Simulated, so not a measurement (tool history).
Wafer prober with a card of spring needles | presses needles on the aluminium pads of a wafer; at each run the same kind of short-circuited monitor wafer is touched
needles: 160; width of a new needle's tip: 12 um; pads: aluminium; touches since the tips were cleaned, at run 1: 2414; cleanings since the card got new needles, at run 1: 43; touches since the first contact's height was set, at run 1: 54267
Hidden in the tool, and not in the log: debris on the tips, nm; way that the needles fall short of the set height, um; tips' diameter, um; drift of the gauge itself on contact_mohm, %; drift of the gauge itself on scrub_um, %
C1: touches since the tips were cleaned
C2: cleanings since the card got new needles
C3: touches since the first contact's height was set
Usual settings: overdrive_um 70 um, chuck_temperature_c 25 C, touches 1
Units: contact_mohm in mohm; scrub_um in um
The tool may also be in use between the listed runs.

{"run": 1, "day": 0.0, "overdrive_um": 70, "chuck_temperature_c": 25, "touches": 1, "C1": 2414, "C2": 43, "C3": 54267, "contact_mohm": 136, "scrub_um": 18.03}
{"day": 0.096, "done": "tips cleaned on abrasive film"}
{"run": 2, "day": 0.183, "overdrive_um": 70, "chuck_temperature_c": 25, "touches": 1, "C1": 1009, "C2": 44, "C3": 56338, "contact_mohm": 124, "scrub_um": 18.12}
{"day": 0.412, "done": "tips cleaned on abrasive film"}
{"run": 3, "day": 0.496, "overdrive_um": 70, "chuck_temperature_c": 25, "touches": 1, "C1": 932, "C2": 45, "C3": 59899, "contact_mohm": 124, "scrub_um": 18.19}
{"day": 0.729, "done": "tips cleaned on abrasive film"}
{"run": 4, "day": 0.75, "overdrive_um": 70, "chuck_temperature_c": 25, "touches": 1, "C1": 252, "C2": 46, "C3": 62816, "contact_mohm": 113, "scrub_um": 17.99}
{"day": 1.046, "done": "tips cleaned on abrasive film"}
{"run": 5, "day": 1.138, "overdrive_um": 70, "chuck_temperature_c": 25, "touches": 1, "C1": 1080, "C2": 47, "C3": 67254, "contact_mohm": 128, "scrub_um": 18.1}
{"day": 1.35, "done": "tips cleaned on abrasive film"}
{"run": 6, "day": 1.546, "overdrive_um": 70, "chuck_temperature_c": 25, "touches": 3, "C1": 2278, "C2": 48, "C3": 71958, "contact_mohm": 117, "scrub_um": 18.05}
{"day": 1.662, "done": "tips cleaned on abrasive film"}
{"run": 7, "day": 1.821, "overdrive_um": 70, "chuck_temperature_c": 60, "touches": 1, "C1": 1851, "C2": 49, "C3": 75075, "contact_mohm": 137, "scrub_um": 17.93}
{"day": 1.975, "done": "tips cleaned on abrasive film"}
{"run": 8, "day": 2.029, "overdrive_um": 70, "chuck_temperature_c": 60, "touches": 1, "C1": 624, "C2": 50, "C3": 77438, "contact_mohm": 125, "scrub_um": 17.99}
{"day": 2.296, "done": "tips cleaned on abrasive film"}
{"run": 9, "day": 2.296, "overdrive_um": 70, "chuck_temperature_c": 60, "touches": 1, "C1": 0, "C2": 51, "C3": 80481, "contact_mohm": 117, "scrub_um": 17.95}
{"day": 2.329, "done": "height of the first contact set anew"}
{"run": 10, "day": 2.546, "overdrive_um": 70, "chuck_temperature_c": 60, "touches": 1, "C1": 2729, "C2": 51, "C3": 2512, "contact_mohm": 142, "scrub_um": 17.92}
{"day": 2.629, "done": "tips cleaned on abrasive film"}
{"run": 11, "day": 2.825, "overdrive_um": 70, "chuck_temperature_c": 25, "touches": 3, "C1": 2262, "C2": 52, "C3": 5700, "contact_mohm": 120, "scrub_um": 17.92}
{"day": 2.962, "done": "tips cleaned on abrasive film"}
{"run": 12, "day": 3.204, "overdrive_um": 70, "chuck_temperature_c": 25, "touches": 3, "C1": 2791, "C2": 53, "C3": 10063, "contact_mohm": 119, "scrub_um": 17.89}
{"day": 3.275, "done": "tips cleaned on abrasive film"}
{"run": 13, "day": 3.433, "overdrive_um": 70, "chuck_temperature_c": 94, "touches": 1, "C1": 1829, "C2": 54, "C3": 12675, "contact_mohm": 139, "scrub_um": 17.98}
{"day": 3.592, "done": "tips cleaned on abrasive film"}
{"run": 14, "day": 3.646, "overdrive_um": 70, "chuck_temperature_c": 94, "touches": 1, "C1": 605, "C2": 55, "C3": 15079, "contact_mohm": 132, "scrub_um": 17.82}
{"day": 3.721, "done": "height of the first contact set anew, once more"}
{"run": 15, "day": 3.883, "overdrive_um": 57, "chuck_temperature_c": 124, "touches": 2, "C1": 3198, "C2": 55, "C3": 1859, "contact_mohm": 148, "scrub_um": 14.91}
{"day": 3.921, "done": "tips cleaned on abrasive film"}
{"run": 16, "day": 4.108, "overdrive_um": 70, "chuck_temperature_c": 28, "touches": 1, "C1": 2149, "C2": 56, "C3": 4436, "contact_mohm": 134, "scrub_um": 18.32}
{"day": 4.246, "done": "tips cleaned on abrasive film"}
{"run": 17, "day": 4.321, "overdrive_um": 70, "chuck_temperature_c": 28, "touches": 1, "C1": 883, "C2": 57, "C3": 6860, "contact_mohm": 122, "scrub_um": 18.31}
{"day": 4.554, "done": "tips cleaned on abrasive film"}
{"run": 18, "day": 4.588, "overdrive_um": 70, "chuck_temperature_c": 28, "touches": 1, "C1": 401, "C2": 58, "C3": 9905, "contact_mohm": 119, "scrub_um": 18.17}

Forecast each of these 5 alternatives for the next run:
{"day": 4.867, "done": "tips cleaned on abrasive film"}
{"run": "A", "day": 4.875, "overdrive_um": 70, "chuck_temperature_c": 31, "touches": 3, "C1": 69, "C2": 59, "C3": 13161, "contact_mohm": "?", "scrub_um": "?"}
{"day": 4.867, "done": "tips cleaned on abrasive film"}
{"run": "B", "day": 4.875, "overdrive_um": 56, "chuck_temperature_c": 25, "touches": 1, "C1": 69, "C2": 59, "C3": 13161, "contact_mohm": "?", "scrub_um": "?"}
{"day": 4.867, "done": "tips cleaned on abrasive film"}
{"run": "C", "day": 4.875, "overdrive_um": 60, "chuck_temperature_c": 25, "touches": 1, "C1": 69, "C2": 59, "C3": 13161, "contact_mohm": "?", "scrub_um": "?"}
{"day": 4.867, "done": "tips cleaned on abrasive film"}
{"run": "D", "day": 4.875, "overdrive_um": 70, "chuck_temperature_c": 80, "touches": 2, "C1": 69, "C2": 59, "C3": 13161, "contact_mohm": "?", "scrub_um": "?"}
{"day": 4.867, "done": "tips cleaned on abrasive film"}
{"run": "E", "day": 4.875, "overdrive_um": 81, "chuck_temperature_c": 28, "touches": 2, "C1": 69, "C2": 59, "C3": 13161, "contact_mohm": "?", "scrub_um": "?"}

run=A contact_mohm=111 scrub_um=18.25
run=B contact_mohm=116 scrub_um=14.56
run=C contact_mohm=115 scrub_um=15.64
run=D contact_mohm=120 scrub_um=18.37
run=E contact_mohm=111 scrub_um=21.1
Without the tool's hidden state the same runs would have given:
run=A contact_mohm=109 scrub_um=18.3
run=B contact_mohm=111 scrub_um=14.61
run=C contact_mohm=111 scrub_um=15.69
run=D contact_mohm=118 scrub_um=18.42
run=E contact_mohm=109 scrub_um=21.15
